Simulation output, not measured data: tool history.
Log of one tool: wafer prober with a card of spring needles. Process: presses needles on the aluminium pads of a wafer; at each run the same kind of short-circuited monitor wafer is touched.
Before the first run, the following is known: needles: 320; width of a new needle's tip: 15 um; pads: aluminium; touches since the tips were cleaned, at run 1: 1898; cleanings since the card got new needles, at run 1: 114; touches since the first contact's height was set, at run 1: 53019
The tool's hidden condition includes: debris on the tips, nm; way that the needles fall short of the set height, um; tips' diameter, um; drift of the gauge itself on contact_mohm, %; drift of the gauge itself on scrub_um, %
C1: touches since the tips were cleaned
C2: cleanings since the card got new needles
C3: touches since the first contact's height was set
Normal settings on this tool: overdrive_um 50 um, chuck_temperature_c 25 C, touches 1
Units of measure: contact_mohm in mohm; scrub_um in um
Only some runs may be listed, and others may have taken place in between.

run 1 hour=0 | overdrive_um=50 chuck_temperature_c=25 touches=1 | C1=1898 C2=114 C3=53019 | contact_mohm=302 scrub_um=7.71
-- hour=3.8 tips cleaned on abrasive film
-- hour=11.2 tips cleaned on abrasive film
-- hour=20.4 tips cleaned on abrasive film
-- hour=29.7 tips cleaned on abrasive film
-- hour=38.9 tips cleaned on abrasive film
-- hour=41.1 height of the first contact set anew
-- hour=48.5 tips cleaned on abrasive film
-- hour=55.9 tips cleaned on abrasive film
-- hour=65.1 tips cleaned on abrasive film
run 2 hour=68.2 | overdrive_um=50 chuck_temperature_c=25 touches=1 | C1=1229 C2=122 C3=10860 | contact_mohm=297 scrub_um=7.91
-- hour=73.8 tips cleaned on abrasive film
-- hour=83 tips cleaned on abrasive film
-- hour=92.3 tips cleaned on abrasive film
-- hour=99.7 tips cleaned on abrasive film
-- hour=108.9 tips cleaned on abrasive film
-- hour=116.3 tips cleaned on abrasive film
-- hour=125.6 tips cleaned on abrasive film
run 3 hour=131.8 | overdrive_um=50 chuck_temperature_c=25 touches=1 | C1=2499 C2=129 C3=36325 | contact_mohm=319 scrub_um=7.82
-- hour=133.7 tips cleaned on abrasive film
-- hour=142.9 tips cleaned on abrasive film
-- hour=152.2 tips cleaned on abrasive film
-- hour=159.6 tips cleaned on abrasive film
-- hour=167 tips cleaned on abrasive film
-- hour=176.3 tips cleaned on abrasive film
-- hour=183.7 tips cleaned on abrasive film
-- hour=192.9 tips cleaned on abrasive film
-- hour=200.4 tips cleaned on abrasive film
run 4 hour=203.1 | overdrive_um=50 chuck_temperature_c=25 touches=1 | C1=1108 C2=138 C3=64845 | contact_mohm=299 scrub_um=7.67
-- hour=208.7 tips cleaned on abrasive film
-- hour=214.5 height of the first contact set anew
-- hour=218.2 tips cleaned on abrasive film
-- hour=227.5 tips cleaned on abrasive film
-- hour=236.7 tips cleaned on abrasive film
-- hour=244.1 tips cleaned on abrasive film
-- hour=251.6 tips cleaned on abrasive film
-- hour=260.8 tips cleaned on abrasive film
-- hour=268.2 tips cleaned on abrasive film
-- hour=275.6 tips cleaned on abrasive film
run 5 hour=276.9 | overdrive_um=50 chuck_temperature_c=25 touches=1 | C1=517 C2=147 C3=24967 | contact_mohm=274 scrub_um=7.79
-- hour=284.3 tips cleaned on abrasive film
-- hour=291.8 tips cleaned on abrasive film
-- hour=299.2 tips cleaned on abrasive film
-- hour=308.4 tips cleaned on abrasive film
-- hour=317.7 tips cleaned on abrasive film
run 6 hour=319.5 | overdrive_um=50 chuck_temperature_c=25 touches=1 | C1=741 C2=152 C3=42008 | contact_mohm=293 scrub_um=7.73
-- hour=326.9 tips cleaned on abrasive film
-- hour=334.3 tips cleaned on abrasive film
-- hour=343.6 tips cleaned on abrasive film
-- hour=352.8 tips cleaned on abrasive film
-- hour=362.1 tips cleaned on abrasive film
-- hour=374.1 card fitted with new needles
-- hour=381.5 tips cleaned on abrasive film
-- hour=388.9 tips cleaned on abrasive film
-- hour=398.2 tips cleaned on abrasive film
-- hour=407.2 tips cleaned on abrasive film
run 7 hour=407.2 | overdrive_um=50 chuck_temperature_c=25 touches=1 | C1=0 C2=4 C3=13229 | contact_mohm=256 scrub_um=7.9
-- hour=414.6 tips cleaned on abrasive film
-- hour=423.8 tips cleaned on abrasive film
-- hour=433.1 tips cleaned on abrasive film
-- hour=442.3 tips cleaned on abrasive film
-- hour=449.7 tips cleaned on abrasive film
-- hour=457.2 tips cleaned on abrasive film
-- hour=465.8 tips cleaned on abrasive film
run 8 hour=465.8 | overdrive_um=50 chuck_temperature_c=25 touches=3 | C1=0 C2=11 C3=36708 | contact_mohm=255 scrub_um=7.8
-- hour=475.1 tips cleaned on abrasive film
-- hour=482.5 tips cleaned on abrasive film
-- hour=488.1 tips cleaned on abrasive film, once more
-- hour=497.3 tips cleaned on abrasive film
-- hour=504.8 tips cleaned on abrasive film
-- hour=514 tips cleaned on abrasive film
-- hour=523.3 tips cleaned on abrasive film
-- hour=532.5 tips cleaned on abrasive film
run 9 hour=539.1 | overdrive_um=50 chuck_temperature_c=25 touches=1 | C1=2670 C2=19 C3=66049 | contact_mohm=295 scrub_um=7.71
-- hour=541 tips cleaned on abrasive film
-- hour=548.4 tips cleaned on abrasive film
-- hour=548.7 height of the first contact set anew
-- hour=558 tips cleaned on abrasive film
-- hour=567.2 tips cleaned on abrasive film
-- hour=576.5 tips cleaned on abrasive film
-- hour=585.7 tips cleaned on abrasive film
-- hour=595 tips cleaned on abrasive film
run 10 hour=599.6 | overdrive_um=30 chuck_temperature_c=25 touches=1 | C1=1871 C2=26 C3=20393 | contact_mohm=362 scrub_um=4.68
-- hour=603.4 tips cleaned on abrasive film
-- hour=610.8 tips cleaned on abrasive film
-- hour=620 tips cleaned on abrasive film
-- hour=627.5 tips cleaned on abrasive film
-- hour=636.7 tips cleaned on abrasive film
-- hour=644.1 tips cleaned on abrasive film
-- hour=651.5 tips cleaned on abrasive film
run 11 hour=658.2 | overdrive_um=30 chuck_temperature_c=25 touches=1 | C1=2685 C2=33 C3=43823 | contact_mohm=384 scrub_um=4.62
-- hour=660.1 tips cleaned on abrasive film
-- hour=667.5 tips cleaned on abrasive film
-- hour=676.8 tips cleaned on abrasive film
-- hour=684.2 tips cleaned on abrasive film
-- hour=693.4 tips cleaned on abrasive film
-- hour=702.7 tips cleaned on abrasive film
-- hour=711.9 tips cleaned on abrasive film
run 12 hour=714.4 | overdrive_um=30 chuck_temperature_c=75 touches=3 | C1=1020 C2=40 C3=66328 | contact_mohm=310 scrub_um=4.46
-- hour=720 tips cleaned on abrasive film
-- hour=722.2 height of the first contact set anew
-- hour=727.8 tips cleaned on abrasive film
-- hour=737 tips cleaned on abrasive film
-- hour=746.3 tips cleaned on abrasive film
run 13 hour=749.3 | overdrive_um=50 chuck_temperature_c=33 touches=1 | C1=1237 C2=44 C3=10868 | contact_mohm=276 scrub_um=7.88
-- hour=754.9 tips cleaned on abrasive film
-- hour=762.3 tips cleaned on abrasive film
-- hour=771.6 tips cleaned on abrasive film
-- hour=779 tips cleaned on abrasive film
-- hour=788.2 tips cleaned on abrasive film
-- hour=797.5 tips cleaned on abrasive film
-- hour=804.9 tips cleaned on abrasive film
-- hour=812.4 tips cleaned on abrasive film
run 14 hour=812.4 | overdrive_um=50 chuck_temperature_c=25 touches=3 | C1=0 C2=52 C3=36110 | contact_mohm=258 scrub_um=7.86
-- hour=821.7 tips cleaned on abrasive film
-- hour=829.1 tips cleaned on abrasive film
-- hour=838.3 tips cleaned on abrasive film
-- hour=847.6 tips cleaned on abrasive film
-- hour=855 tips cleaned on abrasive film
-- hour=862.4 tips cleaned on abrasive film
-- hour=871.7 tips cleaned on abrasive film
-- hour=879.2 tips cleaned on abrasive film
run 15 hour=879.2 | overdrive_um=57 chuck_temperature_c=25 touches=2 | C1=0 C2=60 C3=62821 | contact_mohm=258 scrub_um=8.83
-- hour=886.7 tips cleaned on abrasive film
-- hour=894.1 tips cleaned on abrasive film
-- hour=896.2 height of the first contact set anew
-- hour=901.8 tips cleaned on abrasive film
-- hour=911 tips cleaned on abrasive film
-- hour=918.5 tips cleaned on abrasive film
-- hour=927.7 tips cleaned on abrasive film
-- hour=937 tips cleaned on abrasive film
-- hour=944.5 tips cleaned on abrasive film
run 16 hour=944.5 | overdrive_um=57 chuck_temperature_c=25 touches=2 | C1=0 C2=68 C3=19305 | contact_mohm=256 scrub_um=9.02
-- hour=953.7 tips cleaned on abrasive film
-- hour=961.1 tips cleaned on abrasive film
-- hour=970.4 tips cleaned on abrasive film
-- hour=979.6 tips cleaned on abrasive film
-- hour=988.9 tips cleaned on abrasive film
run 17 hour=995.1 | overdrive_um=50 chuck_temperature_c=49 touches=1 | C1=2543 C2=73 C3=39618 | contact_mohm=303 scrub_um=7.82
-- hour=997.1 tips cleaned on abrasive film
-- hour=1006.3 tips cleaned on abrasive film
-- hour=1015.6 tips cleaned on abrasive film
-- hour=1024.8 tips cleaned on abrasive film
-- hour=1032.2 tips cleaned on abrasive film
-- hour=1041.5 tips cleaned on abrasive film
-- hour=1048.9 tips cleaned on abrasive film
-- hour=1058.2 tips cleaned on abrasive film
-- hour=1065.6 tips cleaned on abrasive film
-- hour=1069.5 height of the first contact set anew
-- hour=1075.1 tips cleaned on abrasive film
run 18 hour=1075.9 | overdrive_um=59 chuck_temperature_c=49 touches=3 | C1=321 C2=83 C3=2543 | contact_mohm=264 scrub_um=9.33
-- hour=1083.3 tips cleaned on abrasive film
-- hour=1090.7 tips cleaned on abrasive film
-- hour=1100 tips cleaned on abrasive film
-- hour=1109.2 tips cleaned on abrasive film
-- hour=1118.5 tips cleaned on abrasive film
run 19 hour=1125.4 | overdrive_um=45 chuck_temperature_c=75 touches=2 | C1=2807 C2=88 C3=22390 | contact_mohm=308 scrub_um=7.05
-- hour=1127.4 tips cleaned on abrasive film
-- hour=1136.6 tips cleaned on abrasive film
-- hour=1145.8 tips cleaned on abrasive film
-- hour=1153.3 tips cleaned on abrasive film
-- hour=1162.5 tips cleaned on abrasive film
-- hour=1169.9 tips cleaned on abrasive film
run 20 hour=1175.1 | overdrive_um=45 chuck_temperature_c=57 touches=2 | C1=2105 C2=94 C3=42277 | contact_mohm=300 scrub_um=7.02
-- hour=1178.9 tips cleaned on abrasive film
-- hour=1186.3 tips cleaned on abrasive film
-- hour=1193.7 tips cleaned on abrasive film
-- hour=1203 tips cleaned on abrasive film
-- hour=1212.2 tips cleaned on abrasive film
run 21 hour=1214.3 | overdrive_um=45 chuck_temperature_c=57 touches=2 | C1=839 C2=99 C3=57934 | contact_mohm=284 scrub_um=6.93

3 ways to go on from here, each from the tool as it stands after run 21. What would each give?
-- hour=1219.9 tips cleaned on abrasive film
-- hour=1227.3 tips cleaned on abrasive film
-- hour=1234.7 tips cleaned on abrasive film
-- hour=1244 tips cleaned on abrasive film
-- hour=1244.3 height of the first contact set anew
-- hour=1251.7 tips cleaned on abrasive film
-- hour=1260.9 tips cleaned on abrasive film
-- hour=1270.2 tips cleaned on abrasive film
-- hour=1277.6 tips cleaned on abrasive film
-- hour=1286.9 tips cleaned on abrasive film
run A hour=1288.8 | overdrive_um=58 chuck_temperature_c=58 touches=1 | C1=791 C2=108 C3=17832 | contact_mohm=? scrub_um=?
-- hour=1219.9 tips cleaned on abrasive film
-- hour=1227.3 tips cleaned on abrasive film
-- hour=1234.7 tips cleaned on abrasive film
-- hour=1244 tips cleaned on abrasive film
-- hour=1244.3 height of the first contact set anew
-- hour=1251.7 tips cleaned on abrasive film
-- hour=1260.9 tips cleaned on abrasive film
-- hour=1270.2 tips cleaned on abrasive film
-- hour=1277.6 tips cleaned on abrasive film
-- hour=1286.9 tips cleaned on abrasive film
run B hour=1288.8 | overdrive_um=50 chuck_temperature_c=74 touches=3 | C1=791 C2=108 C3=17832 | contact_mohm=? scrub_um=?
-- hour=1219.9 tips cleaned on abrasive film
-- hour=1227.3 tips cleaned on abrasive film
-- hour=1234.7 tips cleaned on abrasive film
-- hour=1244 tips cleaned on abrasive film
-- hour=1244.3 height of the first contact set anew
-- hour=1251.7 tips cleaned on abrasive film
-- hour=1260.9 tips cleaned on abrasive film
-- hour=1270.2 tips cleaned on abrasive film
-- hour=1277.6 tips cleaned on abrasive film
-- hour=1286.9 tips cleaned on abrasive film
run C hour=1288.8 | overdrive_um=45 chuck_temperature_c=72 touches=2 | C1=791 C2=108 C3=17832 | contact_mohm=? scrub_um=?

run=A contact_mohm=277 scrub_um=9.15
run=B contact_mohm=282 scrub_um=7.89
run=C contact_mohm=285 scrub_um=7.05
With no hidden state in the tool, these same runs would have given:
run=A contact_mohm=260 scrub_um=9.22
run=B contact_mohm=272 scrub_um=7.96
run=C contact_mohm=268 scrub_um=7.12
